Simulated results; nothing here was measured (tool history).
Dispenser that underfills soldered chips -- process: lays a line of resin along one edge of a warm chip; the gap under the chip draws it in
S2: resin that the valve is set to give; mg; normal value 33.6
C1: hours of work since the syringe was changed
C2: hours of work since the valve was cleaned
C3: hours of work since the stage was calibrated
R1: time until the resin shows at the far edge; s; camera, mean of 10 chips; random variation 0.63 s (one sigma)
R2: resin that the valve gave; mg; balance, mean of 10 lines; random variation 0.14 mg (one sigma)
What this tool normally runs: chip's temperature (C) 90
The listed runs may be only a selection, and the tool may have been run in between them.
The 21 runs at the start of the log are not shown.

At hour 77.7: new syringe of resin.
Run 22, hour 79.1: usual settings but chip's temperature (C) 91, S2 35.7 mg; C1 1; C2 29; C3 58. Result: R1 54.9 s, R2 35.13 mg.
Run 23, hour 82.7: usual settings but chip's temperature (C) 102, S2 31.9 mg; C1 3; C2 31; C3 60. Result: R1 40.5 s, R2 31.16 mg.
Run 24, hour 87.4: usual settings but chip's temperature (C) 96, S2 29.2 mg; C1 6; C2 34; C3 63. Result: R1 58.8 s, R2 28.44 mg.
Run 25, hour 90.3: usual settings but chip's temperature (C) 76, S2 36.2 mg; C1 8; C2 36; C3 65. Result: R1 137.5 s, R2 35.05 mg.
At hour 92.4: new syringe of resin.
Run 26, hour 92.8: usual settings but chip's temperature (C) 76, S2 36.2 mg; C1 0; C2 38; C3 67. Result: R1 99.3 s, R2 34.93 mg.
Run 27, hour 96.9: usual settings but chip's temperature (C) 82, S2 30.7 mg; C1 3; C2 40; C3 70. Result: R1 87.6 s, R2 29.62 mg.
Run 28, hour 101.9: usual settings but chip's temperature (C) 82, S2 30.7 mg; C1 6; C2 44; C3 73. Result: R1 101.8 s, R2 29.65 mg.
Run 29, hour 104.5: usual settings but chip's temperature (C) 98, S2 32.5 mg; C1 8; C2 45; C3 75. Result: R1 58.1 s, R2 31.6 mg.
At hour 106.8: new syringe of resin.
Run 30, hour 107.4: usual settings but chip's temperature (C) 98, S2 32.5 mg; C1 0; C2 47; C3 76. Result: R1 41.4 s, R2 31.52 mg.
Run 31, hour 110.3: usual settings but chip's temperature (C) 88, S2 37.3 mg; C1 2; C2 49; C3 78. Result: R1 65.1 s, R2 35.76 mg.
Run 32, hour 114.5: usual settings but chip's temperature (C) 89, S2 42.8 mg; C1 5; C2 52; C3 81. Result: R1 70.7 s, R2 41.26 mg.
Run 33, hour 119.4: usual settings but chip's temperature (C) 88, S2 29.5 mg; C1 8; C2 55; C3 84. Result: R1 87.9 s, R2 28.31 mg.
At hour 121.3: new syringe of resin.
Run 34, hour 121.9: usual settings but chip's temperature (C) 88, S2 41.6 mg; C1 0; C2 56; C3 86. Result: R1 60.3 s, R2 40 mg.
Run 35, hour 125: usual settings but chip's temperature (C) 104, S2 36.8 mg; C1 2; C2 59; C3 88. Result: R1 35.4 s, R2 35.72 mg.
Run 36, hour 128.4: usual settings but chip's temperature (C) 105, S2 36.3 mg; C1 5; C2 61; C3 90. Result: R1 38.7 s, R2 34.59 mg.

Consider 3 possible next runs. They are alternatives, not a sequence: every one starts from the tool as it was left by run 36. What does each give?
Run A, hour 132.1: usual settings but chip's temperature (C) 98, S2 42.9 mg; C1 7; C2 63; C3 93. Result: R1 ?, R2 ?.
Run B, hour 132.1: usual settings but chip's temperature (C) 104; C1 7; C2 63; C3 93. Result: R1 ?, R2 ?.
Run C, hour 132.1: usual settings but chip's temperature (C) 100, S2 40.2 mg; C1 7; C2 63; C3 93. Result: R1 ?, R2 ?.

run    R1     R2
  A  54.3  40.95
  B  44.8  32.17
  C  50.3  38.21
With no hidden state in the tool, these same runs would have given:
run    R1     R2
  A    40   42.8
  B  32.9  33.61
  C    37  39.92
